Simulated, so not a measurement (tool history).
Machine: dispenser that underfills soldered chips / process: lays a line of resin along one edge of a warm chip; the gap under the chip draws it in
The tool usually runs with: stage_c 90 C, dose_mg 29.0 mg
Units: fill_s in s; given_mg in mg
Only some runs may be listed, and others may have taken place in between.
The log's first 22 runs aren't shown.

{"run": 23, "day": 3.217, "stage_c": 90, "dose_mg": 32.3, "fill_s": 133.8, "given_mg": 30.61}
{"run": 24, "day": 3.358, "stage_c": 90, "dose_mg": 32.3, "fill_s": 150.9, "given_mg": 30.76}
{"run": 25, "day": 3.483, "stage_c": 100, "dose_mg": 33.8, "fill_s": 118.0, "given_mg": 31.95}
{"day": 3.658, "done": "new syringe of resin"}
{"run": 26, "day": 3.696, "stage_c": 100, "dose_mg": 33.8, "fill_s": 82.8, "given_mg": 31.81}
{"run": 27, "day": 3.833, "stage_c": 99, "dose_mg": 29.0, "fill_s": 100.2, "given_mg": 27.29}
{"run": 28, "day": 4.021, "stage_c": 78, "dose_mg": 34.1, "fill_s": 231.4, "given_mg": 31.98}
{"run": 29, "day": 4.242, "stage_c": 78, "dose_mg": 31.3, "fill_s": 278.4, "given_mg": 29.19}
{"day": 4.279, "done": "new syringe of resin"}
{"run": 30, "day": 4.4, "stage_c": 89, "dose_mg": 31.5, "fill_s": 133.2, "given_mg": 29.36}
{"run": 31, "day": 4.558, "stage_c": 95, "dose_mg": 31.2, "fill_s": 124.3, "given_mg": 28.93}
{"run": 32, "day": 4.762, "stage_c": 83, "dose_mg": 25.2, "fill_s": 231.8, "given_mg": 23.35}
{"day": 4.904, "done": "new syringe of resin"}
{"run": 33, "day": 4.933, "stage_c": 83, "dose_mg": 26.2, "fill_s": 151.2, "given_mg": 24.19}
{"run": 34, "day": 5.121, "stage_c": 83, "dose_mg": 26.2, "fill_s": 174.9, "given_mg": 24.03}
{"run": 35, "day": 5.208, "stage_c": 93, "dose_mg": 36.8, "fill_s": 130.1, "given_mg": 33.97}
{"run": 36, "day": 5.371, "stage_c": 102, "dose_mg": 36.7, "fill_s": 112.6, "given_mg": 33.78}

Forecast each of these 3 alternatives for the next run:
{"day": 5.525, "done": "new syringe of resin"}
{"run": "A", "day": 5.571, "stage_c": 102, "dose_mg": 26.9, "fill_s": "?", "given_mg": "?"}
{"day": 5.525, "done": "new syringe of resin"}
{"run": "B", "day": 5.571, "stage_c": 104, "dose_mg": 30.2, "fill_s": "?", "given_mg": "?"}
{"day": 5.525, "done": "new syringe of resin"}
{"run": "C", "day": 5.571, "stage_c": 100, "dose_mg": 35.7, "fill_s": "?", "given_mg": "?"}

run=A fill_s=79.6 given_mg=24.69
run=B fill_s=74.2 given_mg=27.48
run=C fill_s=82.4 given_mg=32.74
With no hidden state in the tool, these same runs would have given:
run=A fill_s=78.4 given_mg=27.01
run=B fill_s=73.5 given_mg=30.08
run=C fill_s=82.0 given_mg=35.83
